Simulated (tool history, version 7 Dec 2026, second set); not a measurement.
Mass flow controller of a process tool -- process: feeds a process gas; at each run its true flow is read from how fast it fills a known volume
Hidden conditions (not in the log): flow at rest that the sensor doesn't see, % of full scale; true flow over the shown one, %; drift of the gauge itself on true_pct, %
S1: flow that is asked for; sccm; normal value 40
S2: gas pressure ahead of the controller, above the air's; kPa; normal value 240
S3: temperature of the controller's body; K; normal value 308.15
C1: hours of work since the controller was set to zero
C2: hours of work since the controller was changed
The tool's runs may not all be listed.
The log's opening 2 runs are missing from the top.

run 3 hour=442.6 | S1=45 S2=240 S3=308.15 | C1=2787 C2=2787 | true_flow_(%)=100.57
run 4 hour=729.8 | S1=45 S2=240 S3=308.15 | C1=2926 C2=2926 | true_flow_(%)=100.35
run 5 hour=958.7 | S1=33 S2=240 S3=308.15 | C1=3037 C2=3037 | true_flow_(%)=99.93
run 6 hour=1116.7 | S1=33 S2=240 S3=308.15 | C1=3113 C2=3113 | true_flow_(%)=99.97
run 7 hour=1285.3 | S1=33 S2=240 S3=308.15 | C1=3195 C2=3195 | true_flow_(%)=99.88
run 8 hour=1582.9 | S1=33 S2=240 S3=308.15 | C1=3339 C2=3339 | true_flow_(%)=99.94
run 9 hour=1852.9 | S1=40 S2=240 S3=294.15 | C1=3470 C2=3470 | true_flow_(%)=99.38
run 10 hour=1996.4 | S1=40 S2=240 S3=294.15 | C1=3540 C2=3540 | true_flow_(%)=99.52
run 11 hour=2206.3 | S1=40 S2=240 S3=294.15 | C1=3641 C2=3641 | true_flow_(%)=99.36
run 12 hour=2521.5 | S1=40 S2=240 S3=294.15 | C1=3794 C2=3794 | true_flow_(%)=99.28
run 13 hour=2669.4 | S1=7 S2=240 S3=308.15 | C1=3866 C2=3866 | true_flow_(%)=98.81
run 14 hour=2840.7 | S1=7 S2=240 S3=308.15 | C1=3949 C2=3949 | true_flow_(%)=98.86
run 15 hour=3088.1 | S1=21 S2=240 S3=308.15 | C1=4069 C2=4069 | true_flow_(%)=99.49
run 16 hour=3382.1 | S1=26 S2=240 S3=308.15 | C1=4211 C2=4211 | true_flow_(%)=99.66
run 17 hour=3555.4 | S1=26 S2=240 S3=308.15 | C1=4295 C2=4295 | true_flow_(%)=99.73
run 18 hour=3687.1 | S1=26 S2=240 S3=308.15 | C1=4359 C2=4359 | true_flow_(%)=99.64
run 19 hour=3825.9 | S1=40 S2=240 S3=295.15 | C1=4426 C2=4426 | true_flow_(%)=99.4
run 20 hour=4113.5 | S1=40 S2=155 S3=308.15 | C1=4566 C2=4566 | true_flow_(%)=100.04
run 21 hour=4381.5 | S1=40 S2=240 S3=305.15 | C1=4695 C2=4695 | true_flow_(%)=100.13

Expected results for the next run?
run 22 hour=4701.1 | S1=40 S2=147 S3=308.15 | C1=4850 C2=4850 | true_flow_(%)=?

true flow (%): 100.17
Take away the tool's hidden state, keep the run-to-run variation as it was, and the same run would have given true flow (%) 100.16.
